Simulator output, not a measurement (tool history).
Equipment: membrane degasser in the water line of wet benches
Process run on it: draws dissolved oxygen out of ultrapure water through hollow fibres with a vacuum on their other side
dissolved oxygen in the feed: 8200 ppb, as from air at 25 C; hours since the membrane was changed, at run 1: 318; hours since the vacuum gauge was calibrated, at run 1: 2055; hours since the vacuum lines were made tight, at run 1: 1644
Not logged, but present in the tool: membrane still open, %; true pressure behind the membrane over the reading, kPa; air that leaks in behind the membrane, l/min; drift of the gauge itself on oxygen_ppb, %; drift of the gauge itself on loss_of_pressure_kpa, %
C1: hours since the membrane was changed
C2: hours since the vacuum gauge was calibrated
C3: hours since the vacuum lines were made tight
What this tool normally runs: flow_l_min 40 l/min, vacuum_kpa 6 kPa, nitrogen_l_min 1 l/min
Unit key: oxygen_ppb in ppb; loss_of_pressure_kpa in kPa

Run 1, hour 0: usual settings; C1 318; C2 2055; C3 1644. Result: oxygen_ppb 251.7 ppb, loss_of_pressure_kpa 33.21 kPa.
Run 2, hour 88.4: usual settings but vacuum_kpa 4.99 kPa; C1 406; C2 2144; C3 1733. Result: oxygen_ppb 177.6 ppb, loss_of_pressure_kpa 32.25 kPa.
Run 3, hour 216.1: usual settings but vacuum_kpa 4.99 kPa; C1 534; C2 2271; C3 1860. Result: oxygen_ppb 175.6 ppb, loss_of_pressure_kpa 32.85 kPa.
Run 4, hour 336.8: usual settings but vacuum_kpa 4.99 kPa, nitrogen_l_min 1.91 l/min; C1 655; C2 2392; C3 1981. Result: oxygen_ppb 118.4 ppb, loss_of_pressure_kpa 32.95 kPa.
Run 5, hour 419.8: usual settings; C1 738; C2 2475; C3 2064. Result: oxygen_ppb 254.9 ppb, loss_of_pressure_kpa 33.03 kPa.
Run 6, hour 531.5: usual settings but flow_l_min 51 l/min; C1 850; C2 2587; C3 2176. Result: oxygen_ppb 320.4 ppb, loss_of_pressure_kpa 41.61 kPa.
Run 7, hour 633.6: usual settings but flow_l_min 51 l/min; C1 952; C2 2689; C3 2278. Result: oxygen_ppb 325.2 ppb, loss_of_pressure_kpa 41.93 kPa.
Run 8, hour 711.2: usual settings but nitrogen_l_min 2.33 l/min; C1 1029; C2 2767; C3 2355. Result: oxygen_ppb 141.6 ppb, loss_of_pressure_kpa 32.34 kPa.
Run 9, hour 823: usual settings but nitrogen_l_min 2.33 l/min; C1 1141; C2 2878; C3 2467. Result: oxygen_ppb 139.4 ppb, loss_of_pressure_kpa 32.19 kPa.
Run 10, hour 930.2: usual settings but nitrogen_l_min 2.33 l/min; C1 1248; C2 2986; C3 2574. Result: oxygen_ppb 142.3 ppb, loss_of_pressure_kpa 32.26 kPa.
Run 11, hour 1052.1: usual settings but flow_l_min 38 l/min, nitrogen_l_min 2.33 l/min; C1 1370; C2 3108; C3 2696. Result: oxygen_ppb 133.6 ppb, loss_of_pressure_kpa 30.73 kPa.
At hour 1130.8: vacuum gauge calibrated.
Run 12, hour 1181.7: usual settings; C1 1499; C2 51; C3 2825. Result: oxygen_ppb 249.5 ppb, loss_of_pressure_kpa 32.08 kPa.
Run 13, hour 1247.4: usual settings; C1 1565; C2 117; C3 2891. Result: oxygen_ppb 252.9 ppb, loss_of_pressure_kpa 31.94 kPa.
At hour 1338.3: gauge calibrated.
Run 14, hour 1340.1: usual settings but flow_l_min 25 l/min; C1 1658; C2 209; C3 2984. Result: oxygen_ppb 159.9 ppb, loss_of_pressure_kpa 20.74 kPa.
Run 15, hour 1398.4: usual settings but flow_l_min 25 l/min; C1 1716; C2 268; C3 3042. Result: oxygen_ppb 163.9 ppb, loss_of_pressure_kpa 20.75 kPa.
Run 16, hour 1458: usual settings; C1 1776; C2 327; C3 3102. Result: oxygen_ppb 256.3 ppb, loss_of_pressure_kpa 32.94 kPa.

Run 17 comes next. What will it give?
Run 17, hour 1523.5: usual settings but flow_l_min 58 l/min, vacuum_kpa 4.57 kPa; C1 1841; C2 393; C3 3167. Result: oxygen_ppb ?, loss_of_pressure_kpa ?.

Logged for run 17: oxygen_ppb 216.9 ppb, loss_of_pressure_kpa 47.77 kPa.
Were there no unlogged condition in the tool, this run, its random variation unchanged, would have produced oxygen_ppb 216.8 ppb, loss_of_pressure_kpa 47.95 kPa.
